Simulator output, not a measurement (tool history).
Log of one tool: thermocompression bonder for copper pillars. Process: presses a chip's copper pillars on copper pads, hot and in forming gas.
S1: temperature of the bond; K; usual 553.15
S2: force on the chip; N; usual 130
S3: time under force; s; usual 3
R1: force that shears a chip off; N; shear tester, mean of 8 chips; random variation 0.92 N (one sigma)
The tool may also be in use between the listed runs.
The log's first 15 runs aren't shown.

run,day,S1,S2,S3,R1
16,21.2,553.15,112,2,59.8
17,22.692,553.15,112,2,59.2
18,23.558,553.15,112,2,60.9
# day 24.892: heater calibrated with a thermocouple chip
# day 24.954: force cell calibrated
19,25.108,553.15,112,2,61.6
# day 25.467: forming gas filter changed
20,26.583,553.15,135,3,77.5
21,28.412,566.15,130,4,91.7
22,29.825,571.15,108,2,70.4
23,30.946,562.15,130,3,81.9
24,31.775,538.15,179,3,83.1
25,33.396,551.15,81,4,60.3
26,34.425,545.15,187,4,97.2
27,35.796,531.15,130,2,54.2
28,36.625,545.15,88,6,68.8
# day 38.108: forming gas filter changed
29,38.15,545.15,169,3,89.1
30,39.367,545.15,169,3,87.5
31,41.183,525.15,87,2,35.7
32,42.675,524.15,85,2,36.6
33,44.1,524.15,85,2,35.5
34,45.783,524.15,85,2,36.4
35,47.308,581.15,85,5,83.7
36,48.638,575.15,170,5,112.4
37,49.629,563.15,185,7,117.8
# day 50.75: forming gas filter changed
38,51.183,576.15,130,3,89.1
39,52.383,576.15,130,3,92.2

3 ways to go on from here, each from the tool as it stands after run 39. What would each give?
A,53.658,545.15,160,5,?
B,53.658,553.15,114,3,?
C,53.658,577.15,130,3,?

run,R1
A,94.7
B,71.2
C,91.3
Without the tool's hidden state the same runs would have given:
run,R1
A,95
B,71.4
C,91.5
